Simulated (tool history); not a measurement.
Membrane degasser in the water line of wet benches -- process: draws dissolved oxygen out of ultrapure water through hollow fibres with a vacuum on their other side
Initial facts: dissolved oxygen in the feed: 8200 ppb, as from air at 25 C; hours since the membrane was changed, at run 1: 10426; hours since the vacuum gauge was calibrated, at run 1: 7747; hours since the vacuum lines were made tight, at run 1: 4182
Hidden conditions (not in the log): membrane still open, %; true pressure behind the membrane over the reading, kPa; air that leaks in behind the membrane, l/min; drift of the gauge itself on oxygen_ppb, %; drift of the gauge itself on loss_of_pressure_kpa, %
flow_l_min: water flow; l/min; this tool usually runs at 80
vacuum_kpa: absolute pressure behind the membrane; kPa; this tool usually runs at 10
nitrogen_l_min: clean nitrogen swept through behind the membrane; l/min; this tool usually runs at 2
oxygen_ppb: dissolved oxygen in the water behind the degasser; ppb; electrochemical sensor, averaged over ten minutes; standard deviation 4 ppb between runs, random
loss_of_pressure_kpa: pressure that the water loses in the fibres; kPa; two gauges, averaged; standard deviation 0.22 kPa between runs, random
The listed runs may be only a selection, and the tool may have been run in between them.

| run | hour | flow_l_min | vacuum_kpa | nitrogen_l_min | hours since the membrane was changed | hours since the vacuum gauge was calibrated | hours since the vacuum lines were made tight | oxygen_ppb | loss_of_pressure_kpa |
|---|---|---|---|---|---|---|---|---|---|
| 1 | 0 | 80 | 10 | 2 | 10426 | 7747 | 4182 | 568.4 | 60.81 |
| 2 | 258.7 | 80 | 10 | 2 | 10685 | 8006 | 4440 | 553.7 | 60.93 |
|  | 304.3 | vacuum gauge calibrated |
| 3 | 452.7 | 80 | 10 | 2 | 10878 | 148 | 4634 | 575.3 | 61.61 |
| 4 | 679.6 | 80 | 10 | 2 | 11105 | 375 | 4861 | 590.2 | 61.22 |
| 5 | 1014 | 80 | 10 | 2 | 11440 | 710 | 5195 | 582.1 | 61.82 |
| 6 | 1339.9 | 80 | 10 | 2 | 11765 | 1036 | 5521 | 582.9 | 62.01 |
| 7 | 1543.7 | 80 | 10 | 2 | 11969 | 1239 | 5725 | 589.4 | 62.03 |
| 8 | 1767.2 | 80 | 10 | 2 | 12193 | 1463 | 5948 | 590.7 | 61.98 |
| 9 | 1940 | 80 | 10 | 2 | 12366 | 1636 | 6121 | 586.8 | 62.43 |
| 10 | 2108.5 | 80 | 10 | 2 | 12534 | 1804 | 6290 | 588.3 | 62.49 |
|  | 2166.6 | vacuum gauge calibrated, once more |
|  | 2266.4 | seals of the vacuum lines changed |
| 11 | 2338.5 | 70 | 20.2 | 2 | 12762 | 170 | 72 | 1089 | 54.91 |
| 12 | 2652.9 | 52 | 8.7 | 1.99 | 13076 | 484 | 386 | 304.6 | 40.89 |
| 13 | 2925.6 | 52 | 8.7 | 1.99 | 13349 | 757 | 659 | 303.2 | 40.94 |
| 14 | 3086.4 | 80 | 9 | 3.71 | 13509 | 918 | 820 | 275 | 63.27 |
|  | 3217.8 | membrane cartridge changed |
| 15 | 3399.4 | 80 | 9 | 3.71 | 182 | 1227 | 1129 | 272 | 55.21 |
| 16 | 3582.6 | 103 | 10.1 | 1.13 | 365 | 1410 | 1312 | 948.2 | 70.32 |
| 17 | 3767.3 | 80 | 7 | 2 | 550 | 1595 | 1497 | 304.6 | 55.19 |
| 18 | 3928.6 | 76 | 7 | 1.42 | 711 | 1756 | 1658 | 380.3 | 52.47 |
| 19 | 4134.7 | 80 | 15.3 | 0.98 | 917 | 1962 | 1864 | 1447 | 55.5 |

What if the next run were any one of these 3? Each begins from the tool's condition after run 19:
| A | 4289.2 | 67 | 15.8 | 2.88 | 1071 | 2117 | 2019 | ? | ? |
| B | 4289.2 | 60 | 15.7 | 2 | 1071 | 2117 | 2019 | ? | ? |
| C | 4289.2 | 63 | 6.1 | 3.85 | 1071 | 2117 | 2019 | ? | ? |

| run | oxygen_ppb | loss_of_pressure_kpa |
|---|---|---|
| A | 606.6 | 46.62 |
| B | 738.6 | 41.43 |
| C | 115 | 43.53 |
The same runs, with their run-to-run variation unchanged, on a tool lacking any hidden condition would have given:
| run | oxygen_ppb | loss_of_pressure_kpa |
|---|---|---|
| A | 598.5 | 46.11 |
| B | 729 | 40.98 |
| C | 108.7 | 43.05 |

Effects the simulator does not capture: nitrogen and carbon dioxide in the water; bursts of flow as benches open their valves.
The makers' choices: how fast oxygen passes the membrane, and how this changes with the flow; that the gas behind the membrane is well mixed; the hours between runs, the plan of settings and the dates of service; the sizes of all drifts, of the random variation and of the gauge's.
